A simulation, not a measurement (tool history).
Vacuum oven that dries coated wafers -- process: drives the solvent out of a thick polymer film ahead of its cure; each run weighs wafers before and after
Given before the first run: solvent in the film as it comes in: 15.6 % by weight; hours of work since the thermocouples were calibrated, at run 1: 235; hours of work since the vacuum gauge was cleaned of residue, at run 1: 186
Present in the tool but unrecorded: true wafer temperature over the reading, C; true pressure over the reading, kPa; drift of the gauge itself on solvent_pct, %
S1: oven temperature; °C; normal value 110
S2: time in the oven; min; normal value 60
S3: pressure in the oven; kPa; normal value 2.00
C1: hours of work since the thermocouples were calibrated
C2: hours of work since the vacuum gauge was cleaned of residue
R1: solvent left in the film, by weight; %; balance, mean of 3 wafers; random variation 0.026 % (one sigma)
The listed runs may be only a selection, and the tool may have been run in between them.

| run | hour | S1 | S2 | S3 | C1 | C2 | R1 |
|---|---|---|---|---|---|---|---|
| 1 | 0.0 | 110 | 60 | 2.00 | 235 | 186 | 1.78 |
| 2 | 18.1 | 119 | 60 | 2.00 | 242 | 194 | 0.94 |
| 3 | 34.6 | 110 | 60 | 2.00 | 249 | 201 | 1.82 |
| 4 | 54.1 | 110 | 60 | 2.00 | 257 | 209 | 1.85 |
| 5 | 66.8 | 110 | 60 | 2.00 | 262 | 214 | 1.82 |
| 6 | 88.6 | 110 | 60 | 1.31 | 271 | 223 | 1.58 |
| 7 | 106.8 | 110 | 60 | 1.31 | 279 | 230 | 1.58 |
| 8 | 124.9 | 110 | 31 | 1.31 | 286 | 238 | 4.18 |
| 9 | 137.5 | 110 | 31 | 1.31 | 291 | 243 | 4.18 |
| 10 | 151.9 | 100 | 94 | 2.56 | 297 | 249 | 2.17 |
| 11 | 161.8 | 109 | 98 | 7.16 | 301 | 253 | 2.59 |
| 12 | 181.9 | 114 | 100 | 3.34 | 310 | 261 | 1.12 |
| 13 | 197.1 | 114 | 100 | 3.34 | 316 | 267 | 1.07 |
| 14 | 209.9 | 111 | 60 | 1.28 | 321 | 273 | 1.48 |
| 15 | 225.9 | 111 | 92 | 1.81 | 328 | 279 | 0.83 |
| 16 | 243.3 | 107 | 98 | 1.05 | 335 | 286 | 0.78 |
| 17 | 256.8 | 119 | 60 | 1.29 | 340 | 292 | 0.80 |

Forecast each of these 3 alternatives for the next run:
| A | 273.1 | 118 | 63 | 2.00 | 347 | 299 | ? |
| B | 273.1 | 120 | 54 | 1.29 | 347 | 299 | ? |
| C | 273.1 | 119 | 60 | 1.29 | 347 | 299 | ? |

| run | R1 |
|---|---|
| A | 0.89 |
| B | 0.90 |
| C | 0.79 |
Take away the tool's hidden state, keep each run's random variation, and the runs would have read:
| run | R1 |
|---|---|
| A | 0.88 |
| B | 0.90 |
| C | 0.79 |
